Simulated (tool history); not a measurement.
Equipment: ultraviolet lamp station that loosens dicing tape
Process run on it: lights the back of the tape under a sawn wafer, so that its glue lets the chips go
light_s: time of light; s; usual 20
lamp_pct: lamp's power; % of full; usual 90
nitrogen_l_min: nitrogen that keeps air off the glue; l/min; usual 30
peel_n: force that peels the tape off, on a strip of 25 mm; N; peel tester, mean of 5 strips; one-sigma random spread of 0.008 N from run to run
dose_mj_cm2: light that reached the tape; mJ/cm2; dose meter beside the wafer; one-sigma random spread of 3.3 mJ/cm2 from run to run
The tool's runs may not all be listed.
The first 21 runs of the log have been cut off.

run 22 hour=280.5 | light_s=20 lamp_pct=90 nitrogen_l_min=30 | peel_n=0.61 dose_mj_cm2=407
run 23 hour=290.6 | light_s=20 lamp_pct=98 nitrogen_l_min=30 | peel_n=0.475 dose_mj_cm2=440
run 24 hour=302.1 | light_s=19 lamp_pct=90 nitrogen_l_min=30 | peel_n=0.708 dose_mj_cm2=384
run 25 hour=317.5 | light_s=28 lamp_pct=75 nitrogen_l_min=52 | peel_n=0.263 dose_mj_cm2=463
run 26 hour=329.1 | light_s=31 lamp_pct=88 nitrogen_l_min=37 | peel_n=0.196 dose_mj_cm2=604
run 27 hour=342.6 | light_s=22 lamp_pct=61 nitrogen_l_min=37 | peel_n=1.083 dose_mj_cm2=295
run 28 hour=360.4 | light_s=22 lamp_pct=61 nitrogen_l_min=37 | peel_n=1.072 dose_mj_cm2=298
run 29 hour=378.3 | light_s=14 lamp_pct=74 nitrogen_l_min=10 | peel_n=3.598 dose_mj_cm2=228
run 30 hour=396.4 | light_s=22 lamp_pct=66 nitrogen_l_min=46 | peel_n=0.812 dose_mj_cm2=312
run 31 hour=411.2 | light_s=32 lamp_pct=66 nitrogen_l_min=41 | peel_n=0.34 dose_mj_cm2=455
run 32 hour=426.6 | light_s=32 lamp_pct=66 nitrogen_l_min=41 | peel_n=0.341 dose_mj_cm2=450
run 33 hour=442 | light_s=38 lamp_pct=90 nitrogen_l_min=53 | peel_n=0.141 dose_mj_cm2=723
run 34 hour=451.4 | light_s=25 lamp_pct=74 nitrogen_l_min=30 | peel_n=0.639 dose_mj_cm2=393
run 35 hour=470.7 | light_s=25 lamp_pct=74 nitrogen_l_min=30 | peel_n=0.642 dose_mj_cm2=389
run 36 hour=483.7 | light_s=25 lamp_pct=74 nitrogen_l_min=22 | peel_n=0.861 dose_mj_cm2=385
-- hour=486.7 window cleaned of glue's vapour
run 37 hour=493.7 | light_s=32 lamp_pct=75 nitrogen_l_min=22 | peel_n=0.391 dose_mj_cm2=533
run 38 hour=511.8 | light_s=22 lamp_pct=88 nitrogen_l_min=30 | peel_n=0.527 dose_mj_cm2=426
run 39 hour=529.1 | light_s=22 lamp_pct=88 nitrogen_l_min=30 | peel_n=0.54 dose_mj_cm2=420
run 40 hour=542.1 | light_s=20 lamp_pct=67 nitrogen_l_min=31 | peel_n=1.21 dose_mj_cm2=289
run 41 hour=558.2 | light_s=18 lamp_pct=61 nitrogen_l_min=16 | peel_n=2.739 dose_mj_cm2=236
run 42 hour=571.9 | light_s=28 lamp_pct=70 nitrogen_l_min=30 | peel_n=0.543 dose_mj_cm2=428
run 43 hour=585.6 | light_s=38 lamp_pct=81 nitrogen_l_min=24 | peel_n=0.222 dose_mj_cm2=660

Consider 4 possible next runs. They are alternatives, not a sequence: every one starts from the tool as it was left by run 43. What does each give?
run A hour=600.5 | light_s=14 lamp_pct=90 nitrogen_l_min=36 | peel_n=? dose_mj_cm2=?
run B hour=600.5 | light_s=27 lamp_pct=74 nitrogen_l_min=30 | peel_n=? dose_mj_cm2=?
run C hour=600.5 | light_s=19 lamp_pct=65 nitrogen_l_min=43 | peel_n=? dose_mj_cm2=?
run D hour=600.5 | light_s=24 lamp_pct=81 nitrogen_l_min=24 | peel_n=? dose_mj_cm2=?

run=A peel_n=1.369 dose_mj_cm2=266
run=B peel_n=0.535 dose_mj_cm2=427
run=C peel_n=1.26 dose_mj_cm2=265
run=D peel_n=0.672 dose_mj_cm2=413
With no hidden state in the tool, these same runs would have given:
run=A peel_n=0.683 dose_mj_cm2=363
run=B peel_n=0.25 dose_mj_cm2=582
run=C peel_n=0.616 dose_mj_cm2=360
run=D peel_n=0.305 dose_mj_cm2=563
